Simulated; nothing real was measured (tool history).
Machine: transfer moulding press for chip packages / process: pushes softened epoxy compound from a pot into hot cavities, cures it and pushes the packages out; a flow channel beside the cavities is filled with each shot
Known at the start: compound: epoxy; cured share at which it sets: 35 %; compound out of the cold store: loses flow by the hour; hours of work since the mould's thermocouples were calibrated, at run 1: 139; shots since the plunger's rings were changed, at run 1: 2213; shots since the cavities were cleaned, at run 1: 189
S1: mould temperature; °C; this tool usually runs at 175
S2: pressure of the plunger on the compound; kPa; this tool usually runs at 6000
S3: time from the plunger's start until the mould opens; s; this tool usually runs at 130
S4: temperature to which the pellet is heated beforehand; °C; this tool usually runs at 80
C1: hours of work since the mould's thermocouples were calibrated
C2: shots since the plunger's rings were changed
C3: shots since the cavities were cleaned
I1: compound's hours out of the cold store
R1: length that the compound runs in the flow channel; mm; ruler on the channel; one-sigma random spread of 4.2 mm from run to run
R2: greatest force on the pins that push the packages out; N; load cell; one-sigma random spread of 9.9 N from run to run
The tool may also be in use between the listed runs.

| run | day | S1 | S2 | S3 | S4 | C1 | C2 | C3 | I1 | R1 | R2 |
|---|---|---|---|---|---|---|---|---|---|---|---|
| 1 | 0 | 175 | 6000 | 130 | 80 | 139 | 2213 | 189 | 18.3 | 614 | 460 |
| 2 | 0.808 | 175 | 6000 | 130 | 80 | 148 | 2336 | 312 | 44.1 | 577 | 449 |
| 3 | 1.629 | 175 | 6000 | 130 | 80 | 157 | 2460 | 436 | 29.8 | 600 | 435 |
| 4 | 2.904 | 182 | 6000 | 130 | 80 | 170 | 2653 | 629 | 27.8 | 578 | 378 |
| 5 | 4.125 | 182 | 6000 | 130 | 80 | 183 | 2837 | 813 | 18.2 | 586 | 381 |
| 6 | 5.238 | 182 | 6000 | 130 | 80 | 195 | 3006 | 982 | 17.3 | 598 | 397 |
| 7 | 6.046 | 182 | 6000 | 130 | 80 | 204 | 3128 | 1104 | 41.4 | 558 | 379 |
| 8 | 6.6 | 182 | 6000 | 130 | 80 | 210 | 3212 | 1188 | 40 | 556 | 396 |
|  | 6.725 | cavities cleaned with cleaning compound and waxed |
| 9 | 7.333 | 182 | 6000 | 130 | 80 | 217 | 3313 | 92 | 35.8 | 567 | 383 |
| 10 | 8.225 | 175 | 6000 | 130 | 80 | 227 | 3449 | 228 | 42.6 | 575 | 452 |
| 11 | 9.146 | 175 | 6000 | 130 | 80 | 237 | 3588 | 367 | 32.1 | 584 | 437 |
| 12 | 10.367 | 175 | 6000 | 130 | 80 | 250 | 3772 | 551 | 33.2 | 598 | 450 |
| 13 | 11.571 | 175 | 6000 | 130 | 80 | 263 | 3955 | 734 | 45 | 576 | 454 |
| 14 | 12.8 | 175 | 6000 | 130 | 80 | 276 | 4141 | 920 | 45.3 | 570 | 451 |
| 15 | 14.033 | 172 | 6000 | 124 | 80 | 289 | 4327 | 1106 | 26.3 | 618 | 586 |
|  | 14.233 | plunger's sealing rings changed |
|  | 14.754 | cavities cleaned with cleaning compound and waxed |
| 16 | 14.754 | 172 | 6000 | 124 | 89 | 295 | 69 | 0 | 13.4 | 623 | 575 |
| 17 | 15.508 | 172 | 6000 | 124 | 89 | 303 | 184 | 115 | 32.2 | 605 | 543 |
| 18 | 16.3 | 173 | 5410 | 163 | 75 | 312 | 303 | 234 | 22.6 | 589 | 414 |
|  | 16.933 | mould's thermocouples calibrated |
| 19 | 17.588 | 177 | 5410 | 148 | 72 | 7 | 485 | 416 | 30 | 557 | 401 |
| 20 | 18.367 | 177 | 5410 | 148 | 72 | 15 | 603 | 534 | 32.5 | 555 | 399 |
| 21 | 19.521 | 177 | 5410 | 148 | 72 | 28 | 778 | 709 | 18.2 | 572 | 387 |
| 22 | 20.608 | 175 | 6000 | 149 | 86 | 40 | 943 | 874 | 20.6 | 622 | 412 |
| 23 | 21.792 | 170 | 6680 | 119 | 80 | 52 | 1121 | 1052 | 47.7 | 625 | 715 |
|  | 22.779 | cavities cleaned with cleaning compound and waxed |
| 24 | 23.038 | 179 | 6000 | 130 | 76 | 65 | 1300 | 39 | 45.9 | 558 | 398 |
| 25 | 23.667 | 183 | 5950 | 132 | 86 | 72 | 1396 | 135 | 25.9 | 569 | 387 |
| 26 | 24.688 | 175 | 6000 | 156 | 73 | 83 | 1550 | 289 | 13.9 | 621 | 415 |
| 27 | 25.642 | 173 | 6000 | 130 | 84 | 93 | 1695 | 434 | 27.5 | 615 | 503 |
| 28 | 26.712 | 173 | 6000 | 130 | 84 | 104 | 1857 | 596 | 39.4 | 589 | 484 |

Alternative continuations, all from the tool just after run 28; predict every row:
| A | 27.958 | 175 | 6000 | 130 | 85 | 118 | 2045 | 784 | 18.6 | ? | ? |
| B | 27.958 | 181 | 6000 | 123 | 84 | 118 | 2045 | 784 | 25.5 | ? | ? |
| C | 27.958 | 182 | 6000 | 130 | 84 | 118 | 2045 | 784 | 47 | ? | ? |

| run | R1 | R2 |
|---|---|---|
| A | 606 | 435 |
| B | 579 | 396 |
| C | 554 | 389 |
What these runs would have given with no unlogged condition in the tool:
| run | R1 | R2 |
|---|---|---|
| A | 607 | 429 |
| B | 579 | 390 |
| C | 555 | 384 |
